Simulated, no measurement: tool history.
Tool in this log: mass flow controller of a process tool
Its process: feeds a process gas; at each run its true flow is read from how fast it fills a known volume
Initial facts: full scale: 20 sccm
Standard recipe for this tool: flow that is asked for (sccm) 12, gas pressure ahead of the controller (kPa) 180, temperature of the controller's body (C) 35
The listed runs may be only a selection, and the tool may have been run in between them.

run	hour	flow that is asked for (sccm)	gas pressure ahead of the controller (kPa)	temperature of the controller's body (C)	true flow (%)
1	0.0	12	180	35	98.43
2	74.7	12	180	35	98.30
3	121.7	12	180	35	98.49
4	169.8	12	180	35	98.44
5	247.7	12	186	35	98.34
6	307.1	3	180	35	95.71
7	355.3	3	180	35	95.74
8	423.2	3	180	35	95.64
9	477.7	15	180	35	98.99
10	528.9	10	180	35	98.01
11	608.5	12	180	26	99.37
12	661.5	12	180	26	99.25
13	719.7	12	180	35	98.41
14	813.0	2	279	33	94.12
15	880.4	8	221	39	96.98
16	952.2	12	172	26	99.55
17	1017.0	12	172	26	99.39
18	1068.7	12	172	26	99.45
19	1155.6	15	180	27	100.02
20	1201.0	3	273	23	96.23
21	1245.9	12	173	34	98.63
22	1309.7	12	173	34	98.64
23	1373.0	12	173	34	98.74
24	1425.8	12	173	34	98.71

Run 25 has not been measured yet. What should we expect?
25	1467.6	12	173	34	?

{"run 25": {"true flow (%)": 98.74}}
With no hidden state in the tool, this same run would have given true flow (%) 98.04.
